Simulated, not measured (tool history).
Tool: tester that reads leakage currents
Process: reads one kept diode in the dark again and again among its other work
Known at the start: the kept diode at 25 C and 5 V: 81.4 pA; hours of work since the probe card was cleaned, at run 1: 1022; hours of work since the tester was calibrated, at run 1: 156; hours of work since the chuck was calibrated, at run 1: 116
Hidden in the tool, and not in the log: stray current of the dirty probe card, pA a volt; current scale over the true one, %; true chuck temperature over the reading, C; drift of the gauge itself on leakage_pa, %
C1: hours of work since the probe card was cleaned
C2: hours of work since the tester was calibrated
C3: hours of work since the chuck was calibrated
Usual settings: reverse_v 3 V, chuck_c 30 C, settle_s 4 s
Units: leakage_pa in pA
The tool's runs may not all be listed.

{"run": 1, "hour": 0.0, "reverse_v": 3, "chuck_c": 30, "settle_s": 4, "C1": 1022, "C2": 156, "C3": 116, "leakage_pa": 104.46}
{"run": 2, "hour": 76.1, "reverse_v": 3, "chuck_c": 30, "settle_s": 4, "C1": 1053, "C2": 187, "C3": 147, "leakage_pa": 105.54}
{"run": 3, "hour": 133.3, "reverse_v": 3, "chuck_c": 32, "settle_s": 4, "C1": 1077, "C2": 210, "C3": 170, "leakage_pa": 126.83}
{"run": 4, "hour": 178.8, "reverse_v": 3, "chuck_c": 32, "settle_s": 4, "C1": 1095, "C2": 229, "C3": 189, "leakage_pa": 127.09}
{"hour": 186.4, "done": "tester calibrated"}
{"run": 5, "hour": 227.0, "reverse_v": 3, "chuck_c": 30, "settle_s": 4, "C1": 1114, "C2": 17, "C3": 208, "leakage_pa": 108.59}
{"run": 6, "hour": 282.3, "reverse_v": 3, "chuck_c": 30, "settle_s": 4, "C1": 1137, "C2": 39, "C3": 231, "leakage_pa": 108.97}
{"hour": 327.8, "done": "tester calibrated, once more"}
{"run": 7, "hour": 352.6, "reverse_v": 3, "chuck_c": 30, "settle_s": 7.18, "C1": 1165, "C2": 10, "C3": 259, "leakage_pa": 111.07}
{"run": 8, "hour": 392.3, "reverse_v": 3, "chuck_c": 21, "settle_s": 0.33, "C1": 1181, "C2": 26, "C3": 275, "leakage_pa": 53.28}
{"run": 9, "hour": 475.5, "reverse_v": 3, "chuck_c": 20, "settle_s": 0.33, "C1": 1215, "C2": 61, "C3": 309, "leakage_pa": 49.37}
{"run": 10, "hour": 558.3, "reverse_v": 3, "chuck_c": 45, "settle_s": 4, "C1": 1249, "C2": 95, "C3": 343, "leakage_pa": 384.68}

5 ways to go on from here, each from the tool as it stands after run 10. What would each give?
{"run": "A", "hour": 617.4, "reverse_v": 6.19, "chuck_c": 31, "settle_s": 2.22, "C1": 1274, "C2": 119, "C3": 367, "leakage_pa": "?"}
{"run": "B", "hour": 617.4, "reverse_v": 13.82, "chuck_c": 45, "settle_s": 0.64, "C1": 1274, "C2": 119, "C3": 367, "leakage_pa": "?"}
{"run": "C", "hour": 617.4, "reverse_v": 1.66, "chuck_c": 23, "settle_s": 0.51, "C1": 1274, "C2": 119, "C3": 367, "leakage_pa": "?"}
{"run": "D", "hour": 617.4, "reverse_v": 10.2, "chuck_c": 36, "settle_s": 1.41, "C1": 1274, "C2": 119, "C3": 367, "leakage_pa": "?"}
{"run": "E", "hour": 617.4, "reverse_v": 3, "chuck_c": 43, "settle_s": 0.8, "C1": 1274, "C2": 119, "C3": 367, "leakage_pa": "?"}

run=A leakage_pa=185.16
run=B leakage_pa=872.86
run=C leakage_pa=46.57
run=D leakage_pa=363.67
run=E leakage_pa=332.62
Without the tool's hidden state the same runs would have given:
run=A leakage_pa=155.67
run=B leakage_pa=758.61
run=C leakage_pa=38.82
run=D leakage_pa=309.17
run=E leakage_pa=290.95
